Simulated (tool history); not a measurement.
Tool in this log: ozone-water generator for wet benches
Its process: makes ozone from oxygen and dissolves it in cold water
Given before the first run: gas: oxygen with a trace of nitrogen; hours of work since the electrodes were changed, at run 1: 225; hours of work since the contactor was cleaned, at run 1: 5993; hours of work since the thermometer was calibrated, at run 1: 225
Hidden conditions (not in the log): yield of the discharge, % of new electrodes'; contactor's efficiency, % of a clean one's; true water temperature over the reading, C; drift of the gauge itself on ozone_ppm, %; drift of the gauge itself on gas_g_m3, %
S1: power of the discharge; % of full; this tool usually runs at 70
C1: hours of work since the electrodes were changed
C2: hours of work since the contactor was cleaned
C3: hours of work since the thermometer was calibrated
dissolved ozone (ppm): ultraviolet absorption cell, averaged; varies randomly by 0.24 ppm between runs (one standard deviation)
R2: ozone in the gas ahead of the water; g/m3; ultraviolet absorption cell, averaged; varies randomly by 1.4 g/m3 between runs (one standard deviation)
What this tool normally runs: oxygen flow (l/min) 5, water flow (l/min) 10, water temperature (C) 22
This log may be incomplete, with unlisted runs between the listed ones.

Run 1, hour 0: usual settings; C1 225; C2 5993; C3 225. Result: dissolved ozone (ppm) 35.4, R2 258.5 g/m3.
Run 2, hour 41.5: usual settings; C1 253; C2 6021; C3 253. Result: dissolved ozone (ppm) 35.6, R2 261.2 g/m3.
Run 3, hour 83.9: usual settings; C1 281; C2 6049; C3 281. Result: dissolved ozone (ppm) 35.8, R2 257.6 g/m3.
Run 4, hour 119.8: usual settings; C1 305; C2 6073; C3 305. Result: dissolved ozone (ppm) 35.6, R2 258.9 g/m3.
Run 5, hour 141.4: usual settings but oxygen flow (l/min) 4.76; C1 319; C2 6087; C3 319. Result: dissolved ozone (ppm) 35.8, R2 266 g/m3.
Run 6, hour 165: usual settings but water flow (l/min) 13, water temperature (C) 19; C1 335; C2 6103; C3 335. Result: dissolved ozone (ppm) 31.7, R2 257.6 g/m3.
Run 7, hour 207.5: usual settings but water flow (l/min) 13, water temperature (C) 19; C1 364; C2 6131; C3 364. Result: dissolved ozone (ppm) 32.2, R2 260.1 g/m3.
Run 8, hour 242.9: usual settings but S1 94 % of full, oxygen flow (l/min) 4.21, water flow (l/min) 6; C1 387; C2 6155; C3 387. Result: dissolved ozone (ppm) 56.3, R2 332.6 g/m3.
Run 9, hour 267.2: usual settings but S1 94 % of full, oxygen flow (l/min) 4.21, water flow (l/min) 6; C1 403; C2 6171; C3 403. Result: dissolved ozone (ppm) 56.2, R2 338.4 g/m3.
Run 10, hour 301.6: usual settings but S1 76 % of full, water flow (l/min) 15; C1 426; C2 6194; C3 426. Result: dissolved ozone (ppm) 28.9, R2 274.1 g/m3.

Here are 4 independent what-if runs from the current tool condition. What would each one return?
Run A, hour 342: usual settings but S1 65 % of full, oxygen flow (l/min) 4.87; C1 453; C2 6221; C3 453. Result: dissolved ozone (ppm) ?, R2 ?.
Run B, hour 342: usual settings but S1 50 % of full, water flow (l/min) 15; C1 453; C2 6221; C3 453. Result: dissolved ozone (ppm) ?, R2 ?.
Run C, hour 342: usual settings but S1 53 % of full, water flow (l/min) 15; C1 453; C2 6221; C3 453. Result: dissolved ozone (ppm) ?, R2 ?.
Run D, hour 342: usual settings but S1 60 % of full, water flow (l/min) 7, water temperature (C) 17; C1 453; C2 6221; C3 453. Result: dissolved ozone (ppm) ?, R2 ?.

run  dissolved ozone (ppm)     R2
  A                   34.8  251.6
  B                   22.5  212.9
  C                   23.2  221.7
  D                   43.3  236.8
The same runs, with their run-to-run variation unchanged, on a tool lacking any hidden condition would have given:
run  dissolved ozone (ppm)     R2
  A                   34.8  251.6
  B                   22.5  212.9
  C                   23.2  221.7
  D                   43.3  236.8

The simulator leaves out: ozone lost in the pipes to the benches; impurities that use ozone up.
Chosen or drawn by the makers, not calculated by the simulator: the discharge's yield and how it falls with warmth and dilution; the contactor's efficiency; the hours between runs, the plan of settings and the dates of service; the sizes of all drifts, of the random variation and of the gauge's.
